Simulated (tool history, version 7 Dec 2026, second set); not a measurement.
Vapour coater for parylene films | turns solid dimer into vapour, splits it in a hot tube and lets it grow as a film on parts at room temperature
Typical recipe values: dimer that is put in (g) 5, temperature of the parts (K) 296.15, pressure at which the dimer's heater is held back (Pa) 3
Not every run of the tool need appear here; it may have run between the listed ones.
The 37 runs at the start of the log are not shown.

| run | hour | dimer that is put in (g) | temperature of the parts (K) | pressure at which the dimer's heater is held back (Pa) | thickness of the film (um) |
|---|---|---|---|---|---|
| 38 | 476.3 | 2 | 294.15 | 6.98 | 0.342 |
| 39 | 491.4 | 9 | 294.15 | 6.98 | 1.547 |
| 40 | 500.1 | 9 | 294.15 | 6.98 | 1.55 |
| 41 | 507.1 | 9 | 294.15 | 6.98 | 1.552 |
| 42 | 516.7 | 2 | 289.15 | 2.51 | 0.458 |
| 43 | 526.3 | 3 | 296.15 | 6.09 | 0.477 |
| 44 | 534.7 | 4 | 293.15 | 3.37 | 0.754 |
| 45 | 550.8 | 8 | 294.15 | 5.34 | 1.404 |
| 46 | 565.9 | 2 | 294.15 | 11.85 | 0.331 |
| 47 | 581.7 | 2 | 294.15 | 11.85 | 0.321 |

4 ways to go on from here, each from the tool as it stands after run 47. What would each give?
| A | 595 | 5 | 297.15 | 2.22 | ? |
| B | 595 | 4 | 307.15 | 3 | ? |
| C | 595 | 2 | 294.15 | 3.52 | ? |
| D | 595 | 5 | 295.15 | 2.2 | ? |

| run | thickness of the film (um) |
|---|---|
| A | 0.809 |
| B | 0.41 |
| C | 0.362 |
| D | 0.889 |
Without the tool's hidden state the same runs would have given:
| run | thickness of the film (um) |
|---|---|
| A | 0.836 |
| B | 0.424 |
| C | 0.374 |
| D | 0.919 |
